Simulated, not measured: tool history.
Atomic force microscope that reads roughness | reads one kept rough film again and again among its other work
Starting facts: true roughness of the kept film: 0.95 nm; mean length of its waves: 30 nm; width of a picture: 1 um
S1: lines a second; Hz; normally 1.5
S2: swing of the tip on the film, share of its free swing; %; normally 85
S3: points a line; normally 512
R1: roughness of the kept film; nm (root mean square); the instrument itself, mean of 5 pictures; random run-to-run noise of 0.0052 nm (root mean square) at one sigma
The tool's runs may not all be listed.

run,hour,S1,S2,S3,R1
1,0,1.5,85,512,0.779
2,11.4,1.5,85,512,0.777
3,23.6,1.5,85,512,0.769
4,34.6,1.5,85,512,0.835
5,42.6,1.5,85,512,0.832
6,49.4,1.5,85,600,0.827
7,56,1.5,85,600,0.833
8,61.3,1.5,85,600,0.822
9,69.1,1.5,89,600,0.814
10,80.4,1.5,85,512,0.821
11,85.6,1.5,85,512,0.813
12,92.5,1.5,77,512,0.84
13,104.1,1.5,77,512,0.829
14,115.1,1.5,85,512,0.805
15,122.8,1.5,85,512,0.809
16,130.2,1.41,85,512,0.813
17,138.9,1.5,85,512,0.8
18,147.3,1.5,85,512,0.796
19,155,1.5,85,512,0.792
20,163,1.5,68,512,0.848
21,170.9,1.5,69,512,0.835
22,178.1,2.12,69,512,0.818
23,183.9,2.12,69,512,0.814
24,195.4,2.58,55,264,0.826
25,206.5,2.58,55,264,0.833
26,216.1,2.58,55,264,0.819
27,228.3,2.58,55,264,0.825
28,236.4,3.02,55,276,0.807
29,245.8,3.02,55,276,0.812
30,251.3,1.5,85,486,0.779
31,258,1.5,85,486,0.838
32,264,1.4,85,436,0.835
33,270.5,1.4,85,436,0.836
34,278.1,0.58,85,539,0.876
35,289.3,1.29,77,340,0.853
36,299,1.82,66,340,0.866
37,311.1,1.82,66,340,0.858
38,318.3,1.82,66,340,0.85
39,326.2,1.93,85,512,0.784
40,336.6,0.8,69,329,0.864
41,343.6,0.78,85,610,0.846
42,350.7,1.54,85,512,0.798
43,360.5,0.6,56,882,0.882
44,371.9,1.23,56,569,0.87

Put back what was entered between runs (4 entries, withheld): which listed runs does each sit between, and how does the hidden state differ from the listed run before to the listed run after?
After run 3, before run 4: new tip fitted (hour 32.3)
  radius of the tip, nm: 27.7 -> 7.9; height scale over the true one, %: 0 -> -0.01
  the result without the hidden state subtracted from the measured one, R1: -0.065 -> -0.003 nm (root mean square)
After run 20, before run 21: height scale calibrated on a step standard (hour 164.6)
  radius of the tip, nm: 20.3 -> 21.1; height scale over the true one, %: -0.05 -> -0.08
  the result without the hidden state subtracted from the measured one, R1: -0.045 -> -0.049 nm (root mean square)
After run 24, before run 25: height scale calibrated on a step standard, once more (hour 200.9)
  radius of the tip, nm: 23.6 -> 24.5; height scale over the true one, %: -0.09 -> 0.05
  the result without the hidden state subtracted from the measured one, R1: -0.056 -> -0.059 nm (root mean square)
After run 30, before run 31: new tip fitted (hour 257.2)
  radius of the tip, nm: 28.9 -> 7.7
  the result without the hidden state subtracted from the measured one, R1: -0.068 -> -0.002 nm (root mean square)

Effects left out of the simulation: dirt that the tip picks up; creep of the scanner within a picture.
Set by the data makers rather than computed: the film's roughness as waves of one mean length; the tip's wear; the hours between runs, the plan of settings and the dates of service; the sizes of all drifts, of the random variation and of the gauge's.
